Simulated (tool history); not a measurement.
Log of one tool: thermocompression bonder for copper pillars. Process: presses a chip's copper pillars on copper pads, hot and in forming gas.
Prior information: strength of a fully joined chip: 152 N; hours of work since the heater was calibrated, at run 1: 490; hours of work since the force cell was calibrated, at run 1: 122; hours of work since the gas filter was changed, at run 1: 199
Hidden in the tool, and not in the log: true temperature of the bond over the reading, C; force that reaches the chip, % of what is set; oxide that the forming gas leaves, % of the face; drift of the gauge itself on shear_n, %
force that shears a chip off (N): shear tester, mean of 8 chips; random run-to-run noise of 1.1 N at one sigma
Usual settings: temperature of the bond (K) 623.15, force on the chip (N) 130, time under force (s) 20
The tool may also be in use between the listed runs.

run	hour	temperature of the bond (K)	force on the chip (N)	time under force (s)	hours of work since the heater was calibrated	hours of work since the force cell was calibrated	hours of work since the gas filter was changed	force that shears a chip off (N)
1	0	623.15	130	20	490	122	199	99.8
2	5.4	623.15	130	20	493	125	202	100.2
3	12	623.15	130	20	497	129	206	102.1
4	18.1	623.15	130	20	500	132	209	99.5
5	30.3	623.15	130	20	507	139	216	101.3
6	37.6	623.15	130	20	511	143	220	98.2
7	43.9	623.15	130	20	514	146	223	98.8
8	54	623.15	130	20	520	152	229	100.1
9	62.1	623.15	130	20	525	157	234	98
10	72.2	638.15	130	20	530	162	239	107.7
# hour 74.6: force cell calibrated
11	82.6	638.15	130	20	535	5	244	104.6
12	92.4	638.15	130	20	541	10	250	105.4
13	103.7	638.15	130	20	547	16	256	108.5
14	114.6	623.15	94	20	553	22	262	76.5
15	124.6	623.15	94	20	559	28	268	76.9
# hour 133: force cell calibrated, once more
16	136.7	628.15	140	20	565	2	274	104.2
17	148.3	628.15	140	20	571	9	280	102.8
18	154.5	628.15	88	20	575	12	284	76.9
# hour 158.9: forming gas filter changed
19	161.4	620.15	119	36	578	16	1	109.7
# hour 166.1: heater calibrated with a thermocouple chip
20	172.2	633.15	95	19	3	21	6	90
21	183.6	633.15	95	19	10	27	13	88.7
22	194.8	639.15	95	25	16	33	19	102
23	207.3	639.15	95	25	23	40	26	102.9
24	219	639.15	95	25	30	47	33	100
25	225.6	639.15	95	25	33	51	36	103.3
26	233.3	639.15	95	25	38	55	41	100.4
27	244.4	639.15	95	25	44	61	47	101.7
28	249.9	639.15	95	25	47	64	50	101
29	260.9	639.15	95	25	53	70	56	97.8

A few steps of force that shears a chip off (N) between consecutive runs. Split each: what settings, incoming material and random variation would produce without the hidden state, and what is left over for the hidden state, along with gauge scatter present in only one of the two compared results (measured, and without hidden state):
Run 13 -> 14: temperature of the bond (K) 638.15 -> 623.15, force on the chip (N) 130 -> 94. force that shears a chip off (N) -32: hidden state +0.4, all else -32.4.
Run 18 -> 19: temperature of the bond (K) 628.15 -> 620.15, force on the chip (N) 88 -> 119, time under force (s) 20 -> 36, forming gas filter changed. force that shears a chip off (N) +32.8: hidden state +2, all else +30.8.
Run 19 -> 20: temperature of the bond (K) 620.15 -> 633.15, force on the chip (N) 119 -> 95, time under force (s) 36 -> 19, heater calibrated with a thermocouple chip. force that shears a chip off (N) -19.7: hidden state +5.6, all else -25.3.
